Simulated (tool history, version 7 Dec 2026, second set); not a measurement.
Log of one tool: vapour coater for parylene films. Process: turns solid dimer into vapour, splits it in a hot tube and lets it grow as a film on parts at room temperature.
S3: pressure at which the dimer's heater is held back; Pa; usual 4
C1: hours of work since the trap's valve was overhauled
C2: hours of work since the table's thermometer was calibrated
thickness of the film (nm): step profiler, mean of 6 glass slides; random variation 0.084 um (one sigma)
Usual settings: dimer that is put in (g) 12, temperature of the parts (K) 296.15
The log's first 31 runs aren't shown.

run 32 hour=399.9 | dimer_that_is_put_in_(g)=12 temperature_of_the_parts_(K)=301.15 S3=4.95 | C1=258 C2=328 | thickness_of_the_film_(nm)=7480
run 33 hour=415.1 | dimer_that_is_put_in_(g)=11 temperature_of_the_parts_(K)=301.15 S3=8.58 | C1=266 C2=336 | thickness_of_the_film_(nm)=6510
run 34 hour=434.5 | dimer_that_is_put_in_(g)=11 temperature_of_the_parts_(K)=304.15 S3=7.69 | C1=277 C2=348 | thickness_of_the_film_(nm)=5680
run 35 hour=442.7 | dimer_that_is_put_in_(g)=12 temperature_of_the_parts_(K)=297.15 S3=4.97 | C1=282 C2=352 | thickness_of_the_film_(nm)=9100
run 36 hour=455.3 | dimer_that_is_put_in_(g)=12 temperature_of_the_parts_(K)=302.15 S3=4.97 | C1=289 C2=359 | thickness_of_the_film_(nm)=7040
run 37 hour=468.4 | dimer_that_is_put_in_(g)=9 temperature_of_the_parts_(K)=296.15 S3=2.35 | C1=297 C2=367 | thickness_of_the_film_(nm)=7410
run 38 hour=477.4 | dimer_that_is_put_in_(g)=9 temperature_of_the_parts_(K)=296.15 S3=2.35 | C1=302 C2=372 | thickness_of_the_film_(nm)=7450
run 39 hour=494.5 | dimer_that_is_put_in_(g)=9 temperature_of_the_parts_(K)=296.15 S3=2.35 | C1=312 C2=382 | thickness_of_the_film_(nm)=7520
run 40 hour=514.1 | dimer_that_is_put_in_(g)=13 temperature_of_the_parts_(K)=297.15 S3=4 | C1=323 C2=393 | thickness_of_the_film_(nm)=9830
run 41 hour=528.7 | dimer_that_is_put_in_(g)=16 temperature_of_the_parts_(K)=296.15 S3=4 | C1=331 C2=401 | thickness_of_the_film_(nm)=12840
run 42 hour=540.3 | dimer_that_is_put_in_(g)=6 temperature_of_the_parts_(K)=300.15 S3=2.01 | C1=338 C2=408 | thickness_of_the_film_(nm)=4040
run 43 hour=550.1 | dimer_that_is_put_in_(g)=16 temperature_of_the_parts_(K)=291.15 S3=3.36 | C1=343 C2=413 | thickness_of_the_film_(nm)=16320
run 44 hour=566.7 | dimer_that_is_put_in_(g)=16 temperature_of_the_parts_(K)=291.15 S3=3.36 | C1=353 C2=423 | thickness_of_the_film_(nm)=16320
run 45 hour=582.3 | dimer_that_is_put_in_(g)=12 temperature_of_the_parts_(K)=291.15 S3=4 | C1=362 C2=432 | thickness_of_the_film_(nm)=12160

Forecast each of these 4 alternatives for the next run:
run A hour=592.7 | dimer_that_is_put_in_(g)=13 temperature_of_the_parts_(K)=296.15 S3=4 | C1=367 C2=438 | thickness_of_the_film_(nm)=?
run B hour=592.7 | dimer_that_is_put_in_(g)=12 temperature_of_the_parts_(K)=299.15 S3=2.23 | C1=367 C2=438 | thickness_of_the_film_(nm)=?
run C hour=592.7 | dimer_that_is_put_in_(g)=12 temperature_of_the_parts_(K)=296.15 S3=5.64 | C1=367 C2=438 | thickness_of_the_film_(nm)=?
run D hour=592.7 | dimer_that_is_put_in_(g)=6 temperature_of_the_parts_(K)=302.15 S3=4 | C1=367 C2=438 | thickness_of_the_film_(nm)=?

run=A thickness_of_the_film_(nm)=10290
run=B thickness_of_the_film_(nm)=8530
run=C thickness_of_the_film_(nm)=9220
run=D thickness_of_the_film_(nm)=3600
Without the tool's hidden state the same runs would have given:
run=A thickness_of_the_film_(nm)=11160
run=B thickness_of_the_film_(nm)=9260
run=C thickness_of_the_film_(nm)=10000
run=D thickness_of_the_film_(nm)=3910

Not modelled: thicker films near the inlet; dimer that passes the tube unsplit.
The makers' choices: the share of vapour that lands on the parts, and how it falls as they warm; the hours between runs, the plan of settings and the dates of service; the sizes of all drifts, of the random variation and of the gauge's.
